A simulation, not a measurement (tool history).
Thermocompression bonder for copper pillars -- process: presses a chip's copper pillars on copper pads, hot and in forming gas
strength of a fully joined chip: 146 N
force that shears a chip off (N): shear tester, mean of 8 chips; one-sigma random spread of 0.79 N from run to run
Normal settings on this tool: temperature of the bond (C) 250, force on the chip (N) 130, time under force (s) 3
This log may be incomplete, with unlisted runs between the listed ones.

run	hour	temperature of the bond (C)	force on the chip (N)	time under force (s)	force that shears a chip off (N)
1	0	250	130	3	93
2	8.6	275	130	3	115.1
3	16.8	275	130	3	113.6
4	25.4	275	130	3	114.5
5	43.1	250	130	3	90.9
6	53.5	250	130	3	92.2
7	65	250	130	3	90.8
8	73	250	130	3	91
9	83.6	250	130	3	90.6
10	92.7	250	130	3	91
11	104.7	250	130	3	90
12	117.4	250	130	3	91.5
13	128.4	250	115	6	99.3
14	141.6	276	113	3	105.4
15	149.9	276	113	3	105.6
16	161.8	249	153	4	107.7
17	170	249	153	4	104.6
18	185.7	257	79	6	81.8
19	197.5	257	85	8	94.2
20	212.5	257	85	8	93
21	229.4	257	85	8	94.6
22	241.9	260	130	2	88

Pick out some run-to-run changes in force that shears a chip off (N). Of each, how much would a tool without hidden state show as well, from the settings, what came in and chance, and how much is left for the hidden state and any gauge scatter not in both results compared?
The tool's hidden condition here consists of: true temperature of the bond over the reading, C; force that reaches the chip, % of what is set; oxide that the forming gas leaves, % of the face; drift of the gauge itself on shear_n, %.
Run 1 -> 2: temperature of the bond (C) 250 -> 275. force that shears a chip off (N) +22.1: hidden state +1, all else +21.1.
Run 4 -> 5: temperature of the bond (C) 275 -> 250. force that shears a chip off (N) -23.6: hidden state -1.3, all else -22.3.
Run 17 -> 18: temperature of the bond (C) 249 -> 257, force on the chip (N) 153 -> 79, time under force (s) 4 -> 6. force that shears a chip off (N) -22.8: hidden state +0.1, all else -22.9.

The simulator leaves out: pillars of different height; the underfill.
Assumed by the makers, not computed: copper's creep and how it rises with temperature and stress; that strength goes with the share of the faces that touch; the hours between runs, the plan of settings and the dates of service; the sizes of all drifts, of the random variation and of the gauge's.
